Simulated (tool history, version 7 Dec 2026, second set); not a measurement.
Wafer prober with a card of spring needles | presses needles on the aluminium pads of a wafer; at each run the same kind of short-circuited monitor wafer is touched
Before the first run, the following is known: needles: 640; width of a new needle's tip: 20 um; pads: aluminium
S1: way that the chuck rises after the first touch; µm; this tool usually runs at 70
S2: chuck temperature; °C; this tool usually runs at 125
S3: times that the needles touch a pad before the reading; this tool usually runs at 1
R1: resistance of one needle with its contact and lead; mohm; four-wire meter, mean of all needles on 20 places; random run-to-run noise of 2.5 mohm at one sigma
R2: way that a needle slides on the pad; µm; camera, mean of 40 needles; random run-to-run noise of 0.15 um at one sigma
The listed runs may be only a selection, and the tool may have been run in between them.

| run | hour | S1 | S2 | S3 | R1 | R2 |
|---|---|---|---|---|---|---|
| 1 | 0 | 70 | 125 | 1 | 360 | 13.51 |
|  | 2.9 | tips cleaned on abrasive film |
|  | 5.8 | tips cleaned on abrasive film |
|  | 9.3 | tips cleaned on abrasive film |
|  | 12.2 | tips cleaned on abrasive film |
|  | 15.8 | tips cleaned on abrasive film |
|  | 18.7 | tips cleaned on abrasive film |
|  | 22.3 | tips cleaned on abrasive film |
|  | 25.9 | tips cleaned on abrasive film |
|  | 28.7 | tips cleaned on abrasive film |
|  | 31.6 | tips cleaned on abrasive film |
|  | 35.2 | tips cleaned on abrasive film |
|  | 38.8 | tips cleaned on abrasive film |
| 2 | 41.5 | 70 | 125 | 1 | 440 | 13.14 |
|  | 42.3 | tips cleaned on abrasive film |
|  | 45.9 | tips cleaned on abrasive film |
|  | 49.5 | tips cleaned on abrasive film |
|  | 52.3 | tips cleaned on abrasive film |
|  | 55.9 | tips cleaned on abrasive film |
|  | 59.5 | tips cleaned on abrasive film |
|  | 62.4 | tips cleaned on abrasive film |
|  | 66 | tips cleaned on abrasive film |
|  | 69.6 | tips cleaned on abrasive film |
|  | 72.4 | tips cleaned on abrasive film |
|  | 76 | tips cleaned on abrasive film |
|  | 78.9 | tips cleaned on abrasive film |
|  | 82.5 | tips cleaned on abrasive film |
|  | 86.1 | tips cleaned on abrasive film |
|  | 89.6 | tips cleaned on abrasive film |
|  | 93.2 | tips cleaned on abrasive film |
|  | 96.1 | tips cleaned on abrasive film |
|  | 99.7 | tips cleaned on abrasive film |
|  | 103.3 | tips cleaned on abrasive film |
|  | 106.8 | tips cleaned on abrasive film |
|  | 110.4 | tips cleaned on abrasive film |
|  | 114 | tips cleaned on abrasive film |
|  | 117.6 | tips cleaned on abrasive film |
|  | 121.2 | tips cleaned on abrasive film |
| 3 | 123.1 | 70 | 125 | 1 | 435 | 12.33 |
|  | 124.6 | tips cleaned on abrasive film |
|  | 128.2 | tips cleaned on abrasive film |
|  | 131.8 | tips cleaned on abrasive film |
|  | 135.4 | tips cleaned on abrasive film |
|  | 139 | tips cleaned on abrasive film |
|  | 142.5 | tips cleaned on abrasive film |
|  | 145.4 | tips cleaned on abrasive film |
|  | 145.7 | height of the first contact set anew |
|  | 149.3 | tips cleaned on abrasive film |
|  | 152.9 | tips cleaned on abrasive film |
|  | 156.5 | tips cleaned on abrasive film |
|  | 160 | tips cleaned on abrasive film |
|  | 162.9 | tips cleaned on abrasive film |
|  | 166.5 | tips cleaned on abrasive film |
| 4 | 168.7 | 70 | 125 | 1 | 413 | 14.48 |
|  | 169.5 | tips cleaned on abrasive film |
|  | 173.1 | tips cleaned on abrasive film |
|  | 176.7 | tips cleaned on abrasive film |
|  | 180.2 | tips cleaned on abrasive film |
|  | 183.8 | tips cleaned on abrasive film |
|  | 186.7 | tips cleaned on abrasive film |
|  | 190.3 | tips cleaned on abrasive film |
|  | 193.9 | tips cleaned on abrasive film |
|  | 197.4 | tips cleaned on abrasive film |
|  | 201 | tips cleaned on abrasive film |
|  | 204.6 | tips cleaned on abrasive film |
|  | 208.2 | tips cleaned on abrasive film |
|  | 211.8 | tips cleaned on abrasive film |
|  | 214.6 | tips cleaned on abrasive film |
|  | 218.2 | tips cleaned on abrasive film |
|  | 221.8 | tips cleaned on abrasive film |
|  | 225.4 | tips cleaned on abrasive film |
|  | 228.3 | tips cleaned on abrasive film |
|  | 231.9 | tips cleaned on abrasive film |
|  | 235.4 | tips cleaned on abrasive film |
|  | 238.3 | tips cleaned on abrasive film |
|  | 241.9 | tips cleaned on abrasive film |
|  | 245.5 | tips cleaned on abrasive film |
| 5 | 247 | 70 | 125 | 1 | 403 | 14.06 |
|  | 248.5 | tips cleaned on abrasive film |
|  | 252 | tips cleaned on abrasive film |
|  | 255.6 | tips cleaned on abrasive film |
|  | 259.2 | tips cleaned on abrasive film |
|  | 262.1 | tips cleaned on abrasive film |
|  | 265.7 | tips cleaned on abrasive film |
|  | 269.2 | tips cleaned on abrasive film |
|  | 272.1 | tips cleaned on abrasive film |
|  | 275.7 | tips cleaned on abrasive film |
|  | 278.6 | tips cleaned on abrasive film |
|  | 282.2 | tips cleaned on abrasive film |
|  | 285.8 | tips cleaned on abrasive film |
|  | 288.7 | tips cleaned on abrasive film |
| 6 | 288.7 | 70 | 36 | 1 | 289 | 13.81 |
|  | 292.2 | tips cleaned on abrasive film |
|  | 295.1 | tips cleaned on abrasive film |
|  | 298 | tips cleaned on abrasive film |
|  | 301.6 | tips cleaned on abrasive film |
|  | 305.2 | tips cleaned on abrasive film |
|  | 308.8 | tips cleaned on abrasive film |
|  | 312.3 | tips cleaned on abrasive film |
|  | 315.9 | tips cleaned on abrasive film |
|  | 319.5 | tips cleaned on abrasive film |
|  | 322.4 | tips cleaned on abrasive film |
|  | 326 | tips cleaned on abrasive film |
|  | 329.5 | tips cleaned on abrasive film |
|  | 332.4 | tips cleaned on abrasive film |
|  | 335.3 | tips cleaned on abrasive film |
|  | 338.9 | tips cleaned on abrasive film |
| 7 | 341.5 | 79 | 36 | 2 | 358 | 15.14 |
|  | 342.3 | tips cleaned on abrasive film |
|  | 345.9 | tips cleaned on abrasive film |
|  | 349.5 | tips cleaned on abrasive film |
|  | 353.1 | tips cleaned on abrasive film |
|  | 356.7 | tips cleaned on abrasive film |
|  | 360.2 | tips cleaned on abrasive film |
|  | 363.8 | tips cleaned on abrasive film |
|  | 367.4 | tips cleaned on abrasive film |
|  | 371 | tips cleaned on abrasive film |
|  | 373.9 | tips cleaned on abrasive film |
|  | 377.5 | tips cleaned on abrasive film |
|  | 381 | tips cleaned on abrasive film |
| 8 | 383.5 | 70 | 86 | 2 | 409 | 13.16 |
|  | 384.3 | tips cleaned on abrasive film |
|  | 387.9 | tips cleaned on abrasive film |
|  | 390.8 | tips cleaned on abrasive film |
|  | 394.3 | tips cleaned on abrasive film |
|  | 397.9 | tips cleaned on abrasive film |
|  | 401.5 | tips cleaned on abrasive film |
|  | 405.1 | tips cleaned on abrasive film |
|  | 408.7 | tips cleaned on abrasive film |
|  | 411.5 | tips cleaned on abrasive film |
|  | 414.4 | tips cleaned on abrasive film |
|  | 418 | tips cleaned on abrasive film |
|  | 421.6 | tips cleaned on abrasive film |
|  | 425.2 | tips cleaned on abrasive film |
|  | 428.8 | tips cleaned on abrasive film |
|  | 432.3 | tips cleaned on abrasive film |
|  | 435.9 | tips cleaned on abrasive film |
|  | 439.5 | tips cleaned on abrasive film |
|  | 443.1 | tips cleaned on abrasive film |
|  | 446.7 | tips cleaned on abrasive film |
|  | 450.2 | tips cleaned on abrasive film |
|  | 453.8 | tips cleaned on abrasive film |
|  | 457.4 | tips cleaned on abrasive film |
|  | 461 | tips cleaned on abrasive film |
| 9 | 463 | 74 | 72 | 2 | 392 | 13.55 |
|  | 464.5 | tips cleaned on abrasive film |
|  | 468.1 | tips cleaned on abrasive film |
|  | 471 | tips cleaned on abrasive film |
|  | 474.6 | tips cleaned on abrasive film |
|  | 477.5 | tips cleaned on abrasive film |
|  | 481.1 | tips cleaned on abrasive film |
|  | 483.4 | height of the first contact set anew |
|  | 484.9 | tips cleaned on abrasive film |
|  | 488.5 | tips cleaned on abrasive film |
|  | 492.1 | tips cleaned on abrasive film |
|  | 495.7 | tips cleaned on abrasive film |
|  | 499.3 | tips cleaned on abrasive film |
|  | 502.8 | tips cleaned on abrasive film |
|  | 506.4 | tips cleaned on abrasive film |
|  | 510 | tips cleaned on abrasive film |
|  | 513.6 | tips cleaned on abrasive film |
|  | 517.2 | tips cleaned on abrasive film |
|  | 520.7 | tips cleaned on abrasive film |
|  | 524.3 | tips cleaned on abrasive film |
|  | 527.9 | tips cleaned on abrasive film |
|  | 531.5 | tips cleaned on abrasive film |
|  | 535.1 | tips cleaned on abrasive film |
|  | 538.6 | tips cleaned on abrasive film |
|  | 542.2 | tips cleaned on abrasive film |
|  | 545.8 | tips cleaned on abrasive film |
|  | 549.4 | tips cleaned on abrasive film |
|  | 553 | tips cleaned on abrasive film |
|  | 556.5 | tips cleaned on abrasive film |
|  | 560.1 | tips cleaned on abrasive film |
|  | 563 | tips cleaned on abrasive film |
| 10 | 563.9 | 68 | 72 | 2 | 358 | 13.87 |
|  | 566.1 | tips cleaned on abrasive film |
|  | 569.7 | tips cleaned on abrasive film |
|  | 573.3 | tips cleaned on abrasive film |
|  | 576.9 | tips cleaned on abrasive film |
|  | 580.4 | tips cleaned on abrasive film |
|  | 583.3 | tips cleaned on abrasive film |
|  | 586.9 | tips cleaned on abrasive film |
|  | 590.5 | tips cleaned on abrasive film |
|  | 594.1 | tips cleaned on abrasive film |
|  | 597.6 | tips cleaned on abrasive film |
|  | 600.5 | tips cleaned on abrasive film |
|  | 604.1 | tips cleaned on abrasive film |
|  | 607.7 | tips cleaned on abrasive film |
|  | 610.6 | tips cleaned on abrasive film |
|  | 614.2 | tips cleaned on abrasive film |
|  | 617.7 | tips cleaned on abrasive film |
|  | 620.6 | tips cleaned on abrasive film |
|  | 624.2 | tips cleaned on abrasive film |
|  | 627.8 | tips cleaned on abrasive film |
| 11 | 629 | 78 | 40 | 1 | 405 | 15.42 |

Forecast each of these 5 alternatives for the next run:
|  | 631.2 | tips cleaned on abrasive film |
|  | 634.1 | tips cleaned on abrasive film |
|  | 637.7 | tips cleaned on abrasive film |
|  | 641.3 | tips cleaned on abrasive film |
|  | 653.3 | card fitted with new needles |
|  | 656.1 | tips cleaned on abrasive film |
|  | 659.7 | tips cleaned on abrasive film |
|  | 663.3 | tips cleaned on abrasive film |
|  | 666.2 | tips cleaned on abrasive film |
|  | 669.8 | tips cleaned on abrasive film |
|  | 672.7 | tips cleaned on abrasive film |
|  | 676.2 | tips cleaned on abrasive film |
|  | 679.8 | tips cleaned on abrasive film |
|  | 683.4 | tips cleaned on abrasive film |
| A | 683.4 | 74 | 48 | 2 | ? | ? |
|  | 631.2 | tips cleaned on abrasive film |
|  | 634.1 | tips cleaned on abrasive film |
|  | 637.7 | tips cleaned on abrasive film |
|  | 641.3 | tips cleaned on abrasive film |
|  | 653.3 | card fitted with new needles |
|  | 656.1 | tips cleaned on abrasive film |
|  | 659.7 | tips cleaned on abrasive film |
|  | 663.3 | tips cleaned on abrasive film |
|  | 666.2 | tips cleaned on abrasive film |
|  | 669.8 | tips cleaned on abrasive film |
|  | 672.7 | tips cleaned on abrasive film |
|  | 676.2 | tips cleaned on abrasive film |
|  | 679.8 | tips cleaned on abrasive film |
|  | 683.4 | tips cleaned on abrasive film |
| B | 683.4 | 52 | 26 | 2 | ? | ? |
|  | 631.2 | tips cleaned on abrasive film |
|  | 634.1 | tips cleaned on abrasive film |
|  | 637.7 | tips cleaned on abrasive film |
|  | 641.3 | tips cleaned on abrasive film |
|  | 653.3 | card fitted with new needles |
|  | 656.1 | tips cleaned on abrasive film |
|  | 659.7 | tips cleaned on abrasive film |
|  | 663.3 | tips cleaned on abrasive film |
|  | 666.2 | tips cleaned on abrasive film |
|  | 669.8 | tips cleaned on abrasive film |
|  | 672.7 | tips cleaned on abrasive film |
|  | 676.2 | tips cleaned on abrasive film |
|  | 679.8 | tips cleaned on abrasive film |
|  | 683.4 | tips cleaned on abrasive film |
| C | 683.4 | 72 | 68 | 2 | ? | ? |
|  | 631.2 | tips cleaned on abrasive film |
|  | 634.1 | tips cleaned on abrasive film |
|  | 637.7 | tips cleaned on abrasive film |
|  | 641.3 | tips cleaned on abrasive film |
|  | 653.3 | card fitted with new needles |
|  | 656.1 | tips cleaned on abrasive film |
|  | 659.7 | tips cleaned on abrasive film |
|  | 663.3 | tips cleaned on abrasive film |
|  | 666.2 | tips cleaned on abrasive film |
|  | 669.8 | tips cleaned on abrasive film |
|  | 672.7 | tips cleaned on abrasive film |
|  | 676.2 | tips cleaned on abrasive film |
|  | 679.8 | tips cleaned on abrasive film |
|  | 683.4 | tips cleaned on abrasive film |
| D | 683.4 | 57 | 111 | 1 | ? | ? |
|  | 631.2 | tips cleaned on abrasive film |
|  | 634.1 | tips cleaned on abrasive film |
|  | 637.7 | tips cleaned on abrasive film |
|  | 641.3 | tips cleaned on abrasive film |
|  | 653.3 | card fitted with new needles |
|  | 656.1 | tips cleaned on abrasive film |
|  | 659.7 | tips cleaned on abrasive film |
|  | 663.3 | tips cleaned on abrasive film |
|  | 666.2 | tips cleaned on abrasive film |
|  | 669.8 | tips cleaned on abrasive film |
|  | 672.7 | tips cleaned on abrasive film |
|  | 676.2 | tips cleaned on abrasive film |
|  | 679.8 | tips cleaned on abrasive film |
|  | 683.4 | tips cleaned on abrasive film |
| E | 683.4 | 78 | 35 | 1 | ? | ? |

| run | R1 | R2 |
|---|---|---|
| A | 266 | 14.86 |
| B | 274 | 10.68 |
| C | 271 | 14.79 |
| D | 301 | 11.63 |
| E | 266 | 16.09 |
What these runs would have given with no unlogged condition in the tool:
| run | R1 | R2 |
|---|---|---|
| A | 261 | 15.05 |
| B | 264 | 10.88 |
| C | 266 | 14.98 |
| D | 289 | 11.83 |
| E | 258 | 16.28 |
